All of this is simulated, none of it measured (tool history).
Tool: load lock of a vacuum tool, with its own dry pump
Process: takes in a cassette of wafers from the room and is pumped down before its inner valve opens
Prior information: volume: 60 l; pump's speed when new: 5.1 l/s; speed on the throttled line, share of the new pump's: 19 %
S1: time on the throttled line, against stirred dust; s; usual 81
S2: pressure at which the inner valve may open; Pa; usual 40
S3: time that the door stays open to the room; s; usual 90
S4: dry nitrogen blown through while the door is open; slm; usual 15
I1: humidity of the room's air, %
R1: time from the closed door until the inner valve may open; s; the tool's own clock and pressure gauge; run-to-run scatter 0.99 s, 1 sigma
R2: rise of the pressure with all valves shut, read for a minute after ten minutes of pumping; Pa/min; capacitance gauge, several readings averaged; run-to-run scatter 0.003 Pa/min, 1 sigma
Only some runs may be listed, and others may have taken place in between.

run	hour	S1	S2	S3	S4	I1	R1	R2
1	0	81	40	90	15	44.4	161.2	0.163
2	107.3	81	40	34	15	40.6	162	0.156
3	220.4	81	40	34	15	47.1	161.5	0.163
4	307	81	40	34	15	42.8	162.7	0.169
5	437.7	81	40	90	15	44.2	163.9	0.179
6	540.8	81	40	90	15	41.1	165.1	0.185
7	702.2	81	40	90	15	45	161.4	0.187
8	888.1	81	40	90	15	43.4	162.1	0.191
9	994.2	81	40	90	15	47.6	162.9	0.201
10	1156.4	81	40	90	15	46.6	162.9	0.201
11	1337.4	120	78	88	38	45.4	184.6	0.2
12	1468.3	120	78	88	38	41.7	185.7	0.194
13	1671.7	120	78	88	38	46.8	186	0.205
14	1790	113	60	90	15	41.8	183.1	0.218
15	1891.6	81	58	90	12	43.7	159.9	0.222
16	2011	154	58	195	12	46.9	218.8	0.25
17	2138.5	128	32	35	7	42.1	204.5	0.225
18	2236.3	86	52	38	7	47.2	164.7	0.23
19	2406.5	86	52	38	7	45.2	164.1	0.232
20	2517.1	86	52	38	7	47.6	164.9	0.249

Each row is a separate what-if for the run after 20, all from the same tool condition, not one after another. Results?
A	2705.4	86	36	31	7	45.5	?	?
B	2705.4	86	66	38	30	42.8	?	?
C	2705.4	86	52	38	20	46.7	?	?
D	2705.4	86	65	38	30	44.4	?	?

run	R1	R2
A	168.8	0.239
B	163.4	0.228
C	166.5	0.229
D	162.5	0.233
Without the tool's unlogged condition, the same runs would have read:
run	R1	R2
A	161.7	0.025
B	157.1	0.015
C	159.9	0.018
D	156	0.014

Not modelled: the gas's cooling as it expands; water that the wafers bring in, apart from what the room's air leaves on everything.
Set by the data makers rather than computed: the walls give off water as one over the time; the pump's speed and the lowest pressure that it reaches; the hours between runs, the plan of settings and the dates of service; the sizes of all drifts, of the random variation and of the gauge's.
